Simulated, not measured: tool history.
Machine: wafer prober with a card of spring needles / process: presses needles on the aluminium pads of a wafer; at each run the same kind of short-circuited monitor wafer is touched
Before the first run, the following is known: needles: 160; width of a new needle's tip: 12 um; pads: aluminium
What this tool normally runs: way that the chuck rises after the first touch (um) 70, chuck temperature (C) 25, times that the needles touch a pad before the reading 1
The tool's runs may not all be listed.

run	hour	way that the chuck rises after the first touch (um)	chuck temperature (C)	times that the needles touch a pad before the reading	resistance of one needle with its contact and lead (mohm)	way that a needle slides on the pad (um)
1	0.0	70	25	1	179	16.82
2	44.1	64	25	1	184	15.34
3	95.7	64	25	1	187	15.32
4	121.1	70	25	3	138	16.74
5	153.6	70	25	3	142	16.72
6	190.2	71	25	3	133	16.94
7	250.5	70	25	1	178	16.63
8	297.1	70	25	1	175	16.63
9	356.8	70	25	1	187	16.58
10	394.9	79	25	1	150	18.70
11	432.0	79	25	1	172	18.66
12	458.2	79	25	1	176	18.71
13	506.0	79	25	1	170	18.66
14	541.3	79	25	2	134	18.61
15	570.6	79	25	2	140	18.59
16	619.3	50	25	2	180	11.60
17	678.4	81	25	1	169	19.53
18	735.3	81	25	1	137	19.45
19	768.0	54	77	1	209	12.97
20	811.9	54	77	1	159	12.94
21	845.6	54	51	3	156	12.92
22	890.0	55	39	3	142	13.13
23	941.1	70	50	1	157	16.72
24	985.2	70	50	1	129	16.69
25	1034.3	69	67	1	202	16.42
26	1072.4	69	61	1	161	16.62
27	1132.8	60	120	1	214	14.40
28	1179.3	60	120	1	205	14.40
29	1203.9	60	120	1	200	14.39
30	1255.9	60	120	1	201	14.34

Between the runs listed above, the log contained 53 entries, not reproduced here. Where in the sequence does each belong, and how does what the log doesn't record of the tool's condition differ from the listed run before to the listed run after?
After run 1, before run 2: tips cleaned on abrasive film (hour 6.9); tips cleaned on abrasive film (hour 31.4)
  debris on the tips, nm: 99.6 -> 92; way that the needles fall short of the set height, um: 0.27 -> 0.4; tips' diameter, um: 13.74 -> 13.79
  measured minus no-state result, resistance of one needle with its contact and lead (mohm): +62 -> +67; way that a needle slides on the pad (um): -0.07 -> -0.09
After run 2, before run 3: tips cleaned on abrasive film (hour 56.5); tips cleaned on abrasive film (hour 81.4)
  debris on the tips, nm: 92 -> 98.7; way that the needles fall short of the set height, um: 0.4 -> 0.51; tips' diameter, um: 13.79 -> 13.83
  measured minus no-state result, resistance of one needle with its contact and lead (mohm): +67 -> +72; way that a needle slides on the pad (um): -0.09 -> -0.12
After run 3, before run 4: tips cleaned on abrasive film (hour 105.3)
  debris on the tips, nm: 98.7 -> 95.2; way that the needles fall short of the set height, um: 0.51 -> 0.59; tips' diameter, um: 13.83 -> 13.85
  measured minus no-state result, resistance of one needle with its contact and lead (mohm): +72 -> +23; way that a needle slides on the pad (um): -0.12 -> -0.15
After run 4, before run 5: tips cleaned on abrasive film (hour 132.1)
  debris on the tips, nm: 95.2 -> 119.5; way that the needles fall short of the set height, um: 0.59 -> 0.67; tips' diameter, um: 13.85 -> 13.88
  measured minus no-state result, resistance of one needle with its contact and lead (mohm): +23 -> +27; way that a needle slides on the pad (um): -0.15 -> -0.16
After run 5, before run 6: tips cleaned on abrasive film (hour 157.0); tips cleaned on abrasive film (hour 183.1)
  debris on the tips, nm: 119.5 -> 58.3; way that the needles fall short of the set height, um: 0.67 -> 0.8; tips' diameter, um: 13.88 -> 13.93
  measured minus no-state result, resistance of one needle with its contact and lead (mohm): +27 -> +15; way that a needle slides on the pad (um): -0.16 -> -0.19
After run 6, before run 7: tips cleaned on abrasive film (hour 209.3); tips cleaned on abrasive film (hour 234.9)
  debris on the tips, nm: 58.3 -> 98.9; way that the needles fall short of the set height, um: 0.8 -> 0.91; tips' diameter, um: 13.93 -> 13.96
  measured minus no-state result, resistance of one needle with its contact and lead (mohm): +15 -> +63; way that a needle slides on the pad (um): -0.19 -> -0.22
After run 7, before run 8: tips cleaned on abrasive film (hour 258.8); tips cleaned on abrasive film (hour 283.4)
  debris on the tips, nm: 98.9 -> 92; way that the needles fall short of the set height, um: 0.91 -> 1.04; tips' diameter, um: 13.96 -> 14.01
  measured minus no-state result, resistance of one needle with its contact and lead (mohm): +63 -> +60; way that a needle slides on the pad (um): -0.22 -> -0.25
After run 8, before run 9: height of the first contact set anew (hour 302.9); tips cleaned on abrasive film (hour 310.5); tips cleaned on abrasive film (hour 338.2)
  debris on the tips, nm: 92 -> 108.4; way that the needles fall short of the set height, um: 1.04 -> 1.28; tips' diameter, um: 14.01 -> 14.05
  measured minus no-state result, resistance of one needle with its contact and lead (mohm): +60 -> +71; way that a needle slides on the pad (um): -0.25 -> -0.31
After run 9, before run 10: tips cleaned on abrasive film (hour 361.8); tips cleaned on abrasive film (hour 386.7)
  debris on the tips, nm: 108.4 -> 64.5; way that the needles fall short of the set height, um: 1.28 -> 1.39; tips' diameter, um: 14.05 -> 14.1
  measured minus no-state result, resistance of one needle with its contact and lead (mohm): +71 -> +35; way that a needle slides on the pad (um): -0.31 -> -0.34
After run 10, before run 11: tips cleaned on abrasive film (hour 412.9)
  debris on the tips, nm: 64.5 -> 106.6; way that the needles fall short of the set height, um: 1.39 -> 1.46; tips' diameter, um: 14.1 -> 14.12
  measured minus no-state result, resistance of one needle with its contact and lead (mohm): +35 -> +57; way that a needle slides on the pad (um): -0.34 -> -0.35
After run 11, before run 12: tips cleaned on abrasive film (hour 437.4)
  debris on the tips, nm: 106.6 -> 108.8; way that the needles fall short of the set height, um: 1.46 -> 1.51; tips' diameter, um: 14.12 -> 14.14
  measured minus no-state result, resistance of one needle with its contact and lead (mohm): +57 -> +59; way that a needle slides on the pad (um): -0.35 -> -0.36
After run 12, before run 13: tips cleaned on abrasive film (hour 463.2); tips cleaned on abrasive film (hour 487.4)
  debris on the tips, nm: 108.8 -> 101.7; way that the needles fall short of the set height, um: 1.51 -> 1.64; tips' diameter, um: 14.14 -> 14.18
  measured minus no-state result, resistance of one needle with its contact and lead (mohm): +59 -> +55; way that a needle slides on the pad (um): -0.36 -> -0.40
After run 13, before run 14: tips cleaned on abrasive film (hour 511.8); tips cleaned on abrasive film (hour 535.3)
  debris on the tips, nm: 101.7 -> 54.6; way that the needles fall short of the set height, um: 1.64 -> 1.77; tips' diameter, um: 14.18 -> 14.23
  measured minus no-state result, resistance of one needle with its contact and lead (mohm): +55 -> +20; way that a needle slides on the pad (um): -0.40 -> -0.43
After run 14, before run 15: tips cleaned on abrasive film (hour 559.9)
  debris on the tips, nm: 54.6 -> 80.5; way that the needles fall short of the set height, um: 1.77 -> 1.81; tips' diameter, um: 14.23 -> 14.24
  measured minus no-state result, resistance of one needle with its contact and lead (mohm): +20 -> +27; way that a needle slides on the pad (um): -0.43 -> -0.44
After run 15, before run 16: tips cleaned on abrasive film (hour 585.0); tips cleaned on abrasive film (hour 609.6)
  debris on the tips, nm: 80.5 -> 77.3; way that the needles fall short of the set height, um: 1.81 -> 1.92; tips' diameter, um: 14.24 -> 14.28
  measured minus no-state result, resistance of one needle with its contact and lead (mohm): +27 -> +59; way that a needle slides on the pad (um): -0.44 -> -0.46
After run 16, before run 17: tips cleaned on abrasive film (hour 633.4); tips cleaned on abrasive film (hour 658.4); height of the first contact set anew, once more (hour 667.9)
  debris on the tips, nm: 77.3 -> 107.6; way that the needles fall short of the set height, um: 1.92 -> 0; tips' diameter, um: 14.28 -> 14.32
  measured minus no-state result, resistance of one needle with its contact and lead (mohm): +59 -> +55; way that a needle slides on the pad (um): -0.46 -> +0.00
After run 17, before run 18: tips cleaned on abrasive film (hour 682.2); tips cleaned on abrasive film (hour 706.0); tips cleaned on abrasive film (hour 731.2)
  debris on the tips, nm: 107.6 -> 42.9; way that the needles fall short of the set height, um: 0 -> 0.2; tips' diameter, um: 14.32 -> 14.39
  measured minus no-state result, resistance of one needle with its contact and lead (mohm): +55 -> +23; way that a needle slides on the pad (um): +0.00 -> -0.04
After run 18, before run 19: tips cleaned on abrasive film (hour 757.8)
  debris on the tips, nm: 42.9 -> 81.3; way that the needles fall short of the set height, um: 0.2 -> 0.25; tips' diameter, um: 14.39 -> 14.41
  measured minus no-state result, resistance of one needle with its contact and lead (mohm): +23 -> +80; way that a needle slides on the pad (um): -0.04 -> -0.06
After run 19, before run 20: tips cleaned on abrasive film (hour 784.2); tips cleaned on abrasive film (hour 809.2)
  debris on the tips, nm: 81.3 -> 29; way that the needles fall short of the set height, um: 0.25 -> 0.38; tips' diameter, um: 14.41 -> 14.45
  measured minus no-state result, resistance of one needle with its contact and lead (mohm): +80 -> +31; way that a needle slides on the pad (um): -0.06 -> -0.09
After run 20, before run 21: tips cleaned on abrasive film (hour 832.7)
  debris on the tips, nm: 29 -> 88; way that the needles fall short of the set height, um: 0.38 -> 0.42; tips' diameter, um: 14.45 -> 14.47
  measured minus no-state result, resistance of one needle with its contact and lead (mohm): +31 -> +34; way that a needle slides on the pad (um): -0.09 -> -0.10
After run 21, before run 22: tips cleaned on abrasive film (hour 858.5); tips cleaned on abrasive film (hour 883.9)
  debris on the tips, nm: 88 -> 53.6; way that the needles fall short of the set height, um: 0.42 -> 0.53; tips' diameter, um: 14.47 -> 14.51
  measured minus no-state result, resistance of one needle with its contact and lead (mohm): +34 -> +21; way that a needle slides on the pad (um): -0.10 -> -0.13
After run 22, before run 23: tips cleaned on abrasive film (hour 909.1); tips cleaned on abrasive film (hour 935.2)
  debris on the tips, nm: 53.6 -> 55.5; way that the needles fall short of the set height, um: 0.53 -> 0.67; tips' diameter, um: 14.51 -> 14.55
  measured minus no-state result, resistance of one needle with its contact and lead (mohm): +21 -> +37; way that a needle slides on the pad (um): -0.13 -> -0.16
After run 23, before run 24: tips cleaned on abrasive film (hour 959.3); tips cleaned on abrasive film (hour 985.1)
  debris on the tips, nm: 55.5 -> 9.1; way that the needles fall short of the set height, um: 0.67 -> 0.8; tips' diameter, um: 14.55 -> 14.6
  measured minus no-state result, resistance of one needle with its contact and lead (mohm): +37 -> +8; way that a needle slides on the pad (um): -0.16 -> -0.19
After run 24, before run 25: tips cleaned on abrasive film (hour 1012.1)
  debris on the tips, nm: 9.1 -> 119.4; way that the needles fall short of the set height, um: 0.8 -> 0.87; tips' diameter, um: 14.6 -> 14.62
  measured minus no-state result, resistance of one needle with its contact and lead (mohm): +8 -> +79; way that a needle slides on the pad (um): -0.19 -> -0.21
After run 25, before run 26: tips cleaned on abrasive film (hour 1040.1); tips cleaned on abrasive film (hour 1065.1); height of the first contact set anew (hour 1072.4)
  debris on the tips, nm: 119.4 -> 56.6; way that the needles fall short of the set height, um: 0.87 -> 0; tips' diameter, um: 14.62 -> 14.66
  measured minus no-state result, resistance of one needle with its contact and lead (mohm): +79 -> +39; way that a needle slides on the pad (um): -0.21 -> +0.00
After run 26, before run 27: tips cleaned on abrasive film (hour 1089.0); tips cleaned on abrasive film (hour 1114.1)
  debris on the tips, nm: 56.6 -> 105.1; way that the needles fall short of the set height, um: 0 -> 0.13; tips' diameter, um: 14.66 -> 14.71
  measured minus no-state result, resistance of one needle with its contact and lead (mohm): +39 -> +81; way that a needle slides on the pad (um): +0.00 -> -0.03
After run 27, before run 28: tips cleaned on abrasive film (hour 1138.4); tips cleaned on abrasive film (hour 1164.9)
  debris on the tips, nm: 105.1 -> 90.1; way that the needles fall short of the set height, um: 0.13 -> 0.24; tips' diameter, um: 14.71 -> 14.75
  measured minus no-state result, resistance of one needle with its contact and lead (mohm): +81 -> +71; way that a needle slides on the pad (um): -0.03 -> -0.05
After run 28, before run 29: tips cleaned on abrasive film (hour 1190.2)
  debris on the tips, nm: 90.1 -> 87.5; way that the needles fall short of the set height, um: 0.24 -> 0.31; tips' diameter, um: 14.75 -> 14.77
  measured minus no-state result, resistance of one needle with its contact and lead (mohm): +71 -> +68; way that a needle slides on the pad (um): -0.05 -> -0.08
After run 29, before run 30: tips cleaned on abrasive film (hour 1216.3); tips cleaned on abrasive film (hour 1241.6)
  debris on the tips, nm: 87.5 -> 90.1; way that the needles fall short of the set height, um: 0.31 -> 0.44; tips' diameter, um: 14.77 -> 14.82
  measured minus no-state result, resistance of one needle with its contact and lead (mohm): +68 -> +71; way that a needle slides on the pad (um): -0.08 -> -0.10

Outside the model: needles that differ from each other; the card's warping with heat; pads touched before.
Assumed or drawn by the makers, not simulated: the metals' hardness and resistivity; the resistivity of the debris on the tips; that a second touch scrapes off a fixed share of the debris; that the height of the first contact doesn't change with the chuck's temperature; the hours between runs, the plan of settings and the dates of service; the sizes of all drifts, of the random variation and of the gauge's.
